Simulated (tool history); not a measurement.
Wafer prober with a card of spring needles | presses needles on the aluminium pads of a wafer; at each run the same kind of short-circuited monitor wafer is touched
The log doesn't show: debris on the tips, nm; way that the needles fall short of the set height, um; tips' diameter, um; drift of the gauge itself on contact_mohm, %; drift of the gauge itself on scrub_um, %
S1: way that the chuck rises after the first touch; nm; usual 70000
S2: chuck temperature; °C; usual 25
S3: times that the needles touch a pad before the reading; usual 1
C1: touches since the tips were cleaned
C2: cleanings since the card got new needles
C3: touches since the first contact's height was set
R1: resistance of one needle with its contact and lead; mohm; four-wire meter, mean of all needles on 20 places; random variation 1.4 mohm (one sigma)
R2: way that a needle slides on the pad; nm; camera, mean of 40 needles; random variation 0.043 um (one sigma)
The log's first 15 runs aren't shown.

run	hour	S1	S2	S3	C1	C2	C3	R1	R2
# hour 238.2: tips cleaned on abrasive film
# hour 245.4: height of the first contact set anew
16	248.8	70000	25	1	4077	25	1351	131	10320
# hour 258.2: tips cleaned on abrasive film
17	261.4	51000	40	2	1270	26	6316	139	7520
18	272.0	70000	73	1	5485	26	10531	139	10210
# hour 276.9: tips cleaned on abrasive film
19	294.7	70000	73	1	7070	27	19492	138	10210
# hour 296.3: tips cleaned on abrasive film
20	306.2	70000	69	1	3938	28	23995	138	10170
# hour 314.9: tips cleaned on abrasive film
21	328.7	70000	69	1	5484	29	32870	138	10170
# hour 334.0: tips cleaned on abrasive film
22	343.2	70000	44	2	3668	30	38582	136	10260
# hour 352.9: tips cleaned on abrasive film
23	361.6	53000	116	1	3480	31	45851	154	7800
# hour 371.7: tips cleaned on abrasive film
24	375.2	71000	25	3	1396	32	51192	129	10340

The next listed run, before its measurement:
# hour 390.3: tips cleaned on abrasive film
25	394.8	71000	125	1	1757	33	58907	?	?

Run 25 gave R1 146 mohm, R2 10290 nm.
Without the tool's hidden state the same run would have given R1 146 mohm, R2 10440 nm.
